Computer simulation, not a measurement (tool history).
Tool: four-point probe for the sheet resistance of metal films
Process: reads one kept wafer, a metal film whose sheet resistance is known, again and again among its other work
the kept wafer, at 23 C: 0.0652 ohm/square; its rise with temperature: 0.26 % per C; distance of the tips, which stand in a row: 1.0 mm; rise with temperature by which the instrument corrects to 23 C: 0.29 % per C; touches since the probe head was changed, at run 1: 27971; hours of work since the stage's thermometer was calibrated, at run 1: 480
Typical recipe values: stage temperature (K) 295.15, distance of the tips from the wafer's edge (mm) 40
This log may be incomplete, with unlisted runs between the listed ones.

run   hour  stage temperature (K)  distance of the tips from the wafer's edge (mm)  touches since the probe head was changed  hours of work since the stage's thermometer was calibrated  sheet resistance as the instrument gives it (ohm/square)
  1      0                 295.15                                               40                                     27971                                                         480                                                   0.06522
  2   15.2                 295.15                                               40                                     28358                                                         490                                                   0.06525
  3   30.8                 295.15                                               40                                     28755                                                         501                                                  0.065251
  4   43.6                 295.15                                               41                                     29081                                                         510                                                  0.065255
  5     56                 297.15                                               40                                     29395                                                         518                                                  0.065204
  6   65.3                 297.15                                               40                                     29632                                                         525                                                  0.065219
  7   76.6                 295.15                                               40                                     29919                                                         533                                                  0.065271
  8   89.1                 295.15                                               19                                     30238                                                         541                                                  0.065339
  9   97.4                 295.15                                               19                                     30448                                                         547                                                  0.065333
 10  105.6                 295.15                                               40                                     30657                                                         553                                                  0.065244
 11  121.4                 295.15                                               26                                     31059                                                         564                                                  0.065281
 12    136                 295.15                                               28                                     31430                                                         574                                                  0.065292
 13  151.7                 295.15                                               40                                     31828                                                         585                                                  0.065282
 14  167.1                 291.15                                               40                                     32222                                                         596                                                  0.065381
 15  183.3                 295.15                                                4                                     32633                                                         607                                                  0.067396
 16  194.3                 295.15                                               40                                     32913                                                         615                                                  0.065271
 17  210.6                 293.15                                               40                                     33327                                                         626                                                  0.065317
 18  226.1                 293.15                                               40                                     33723                                                         637                                                  0.065362
 19  243.5                 293.15                                               40                                     34164                                                         649                                                  0.065355
 20  259.6                 293.15                                               36                                     34572                                                         660                                                  0.065368
 21  269.9                 301.15                                               40                                     34836                                                         667                                                  0.065172
 22    283                 299.15                                               40                                     35169                                                         676                                                  0.065268
 23  299.9                 299.15                                               40                                     35598                                                         688                                                  0.065229
 24  308.1                 297.15                                               13                                     35808                                                         694                                                  0.065461
     310.1  -- stage's thermometer calibrated
 25  323.6                 297.15                                               13                                     36189                                                           9                                                  0.065452
 26  337.3                 307.15                                               40                                     36536                                                          19                                                  0.065055
 27    352                 296.15                                               40                                     36911                                                          29                                                  0.065324
     365.3  -- stage's thermometer calibrated, once more
 28  366.2                 291.15                                               46                                     37260                                                           1                                                  0.065445
 29  382.8                 291.15                                               46                                     37681                                                          12                                                   0.06543
 30  396.6                 297.15                                               13                                     38032                                                          22                                                  0.065523
 31  406.2                 291.15                                               36                                     38275                                                          28                                                   0.06547
 32  415.7                 302.15                                                8                                     38518                                                          35                                                  0.065757
 33  425.7                 295.15                                               35                                     38773                                                          42                                                   0.06537
 34  439.6                 305.15                                                8                                     39125                                                          52                                                  0.065705
 35  455.7                 305.15                                                8                                     39535                                                          63                                                  0.065719
 36  465.1                 304.15                                                8                                     39775                                                          69                                                  0.065701
 37  479.1                 298.15                                               26                                     40130                                                          79                                                   0.06537
 38  496.3                 295.15                                               38                                     40569                                                          91                                                  0.065391
 39  508.9                 295.15                                               38                                     40890                                                         100                                                  0.065375
 40  519.6                 294.15                                               40                                     41161                                                         107                                                   0.06544
 41  535.3                 294.15                                                6                                     41560                                                         118                                                  0.066357
 42  547.8                 296.15                                               40                                     41878                                                         127                                                  0.065398
 43  560.8                 301.15                                               60                                     42208                                                         136                                                  0.065247
 44  573.9                 301.15                                               17                                     42541                                                         145                                                  0.065404

What differs in the tool's unlogged condition from the final listed run ahead of each entry between runs to the first listed run following it?
Run 24 -> run 25: stage's thermometer calibrated (hour 310.1)
  inner tips' distance over the nominal, %: 0.136 -> 0.142; tips' flats over new ones', %: 23 -> 24; wafer's true temperature over the reading, C: -0.11 -> -0.16
  measured result minus the result with no hidden state, sheet resistance as the instrument gives it (ohm/square): +0.000078 -> +0.000074
Run 27 -> run 28: stage's thermometer calibrated, once more (hour 365.3)
  inner tips' distance over the nominal, %: 0.155 -> 0.161; wafer's true temperature over the reading, C: -0.16 -> 0.03
  measured result minus the result with no hidden state, sheet resistance as the instrument gives it (ohm/square): +0.000082 -> +0.000119

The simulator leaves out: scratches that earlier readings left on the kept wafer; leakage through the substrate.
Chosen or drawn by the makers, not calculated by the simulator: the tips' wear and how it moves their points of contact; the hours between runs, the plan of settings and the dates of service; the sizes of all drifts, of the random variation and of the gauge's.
